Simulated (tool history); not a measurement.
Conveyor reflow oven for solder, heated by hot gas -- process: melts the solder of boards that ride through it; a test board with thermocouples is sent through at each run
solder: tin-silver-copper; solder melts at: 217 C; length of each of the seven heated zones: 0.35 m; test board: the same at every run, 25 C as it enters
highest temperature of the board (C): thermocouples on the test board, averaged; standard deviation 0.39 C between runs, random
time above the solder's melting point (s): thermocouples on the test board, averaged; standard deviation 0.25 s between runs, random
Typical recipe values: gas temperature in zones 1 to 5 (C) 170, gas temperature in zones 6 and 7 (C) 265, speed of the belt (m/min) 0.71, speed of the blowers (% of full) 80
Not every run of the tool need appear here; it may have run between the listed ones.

run	hour	gas temperature in zones 1 to 5 (C)	gas temperature in zones 6 and 7 (C)	speed of the belt (m/min)	speed of the blowers (% of full)	highest temperature of the board (C)	time above the solder's melting point (s)
1	0	170	265	0.71	80	255.1	48
2	34.6	170	265	0.71	80	255.4	47.7
3	82	170	265	0.71	80	253.9	47.9
4	110.8	170	265	0.71	80	253.6	46.1
5	141.2	170	277	0.71	80	265.1	50.1
6	177.4	170	277	0.71	80	265.6	50.5
7	214.7	170	277	0.71	80	265.4	49.8
8	265.7	170	277	0.71	80	264.4	50.6
9	301.9	170	277	0.71	80	264.3	50.2
10	329.4	170	277	0.71	80	264.1	49.7
11	373.8	170	265	0.71	80	251.7	43.6
12	405.1	170	265	0.71	80	251.2	43.8
13	430.5	170	265	0.71	80	251.7	43.5
14	457.1	170	255	0.71	80	241.7	38.2
15	507.2	169	255	0.71	80	241.6	37.2
16	531.9	169	255	0.71	80	241.7	37.6
17	558.7	179	265	0.606	80	255.6	58.3
18	597.7	179	265	0.606	80	254.9	58.1
19	661.4	179	265	0.606	80	258.7	60
20	700	177	275	0.848	83	261.2	42.2
21	746.3	177	275	0.848	83	260.4	42
22	807.4	177	275	0.848	83	260.8	42.1
23	837.8	177	253	0.806	83	241.9	36.1
24	878.5	177	253	0.578	62	245.7	54.7
25	928.1	179	260	0.786	78	248.2	41.1
26	969.2	179	260	0.786	78	248.3	40.6
27	1010.2	171	257	0.727	52	239.9	34.6
28	1063.1	166	261	0.671	55	245.5	41.4
29	1098.2	166	261	0.671	55	245.4	41.7
30	1138	166	264	0.834	55	240.4	28.2

The log once held 4 entries between its listed runs, left out of this copy. Where does each go, and what is different about the tool's unlogged condition between the listed run before it and the listed run after it?
Between runs 3 and 4: belt drive overhauled, speed set with a stopwatch (hour 91.3)
  heat that the gas passes to the board, % of a clean oven's: 94.3 -> 93.8; belt's true speed, % of the reading: 97.07 -> 99.71; true gas temperature in zones 6 and 7 over the reading, C: -0.2 -> -0.23
  what was measured, less what the result would be without the hidden state, highest temperature of the board (C): -0.6 -> -1.3; time above the solder's melting point (s): +1.1 -> -0.7
Between runs 10 and 11: flux residue cleaned out of gas plates and filters (hour 339.9)
  heat that the gas passes to the board, % of a clean oven's: 89.5 -> 82.6; belt's true speed, % of the reading: 99.38 -> 99.32; true gas temperature in zones 6 and 7 over the reading, C: -0.49 -> -0.54
  what was measured, less what the result would be without the hidden state, highest temperature of the board (C): -2.5 -> -3.9; time above the solder's melting point (s): -0.9 -> -2.6
Between runs 18 and 19: flux residue cleaned out of gas plates and filters, once more (hour 610.3)
  heat that the gas passes to the board, % of a clean oven's: 78.7 -> 98.7; belt's true speed, % of the reading: 98.99 -> 98.91; true gas temperature in zones 6 and 7 over the reading, C: -0.81 -> -0.88
  what was measured, less what the result would be without the hidden state, highest temperature of the board (C): -3.8 -> -0.9; time above the solder's melting point (s): -2.1 -> +0.4
Between runs 21 and 22: thermocouples of zones 6 and 7 changed (hour 776.6)
  heat that the gas passes to the board, % of a clean oven's: 96.8 -> 95.6; belt's true speed, % of the reading: 98.77 -> 98.69; true gas temperature in zones 6 and 7 over the reading, C: -0.99 -> -0.1
  what was measured, less what the result would be without the hidden state, highest temperature of the board (C): -1.3 -> -0.8; time above the solder's melting point (s): +0.1 -> +0.2

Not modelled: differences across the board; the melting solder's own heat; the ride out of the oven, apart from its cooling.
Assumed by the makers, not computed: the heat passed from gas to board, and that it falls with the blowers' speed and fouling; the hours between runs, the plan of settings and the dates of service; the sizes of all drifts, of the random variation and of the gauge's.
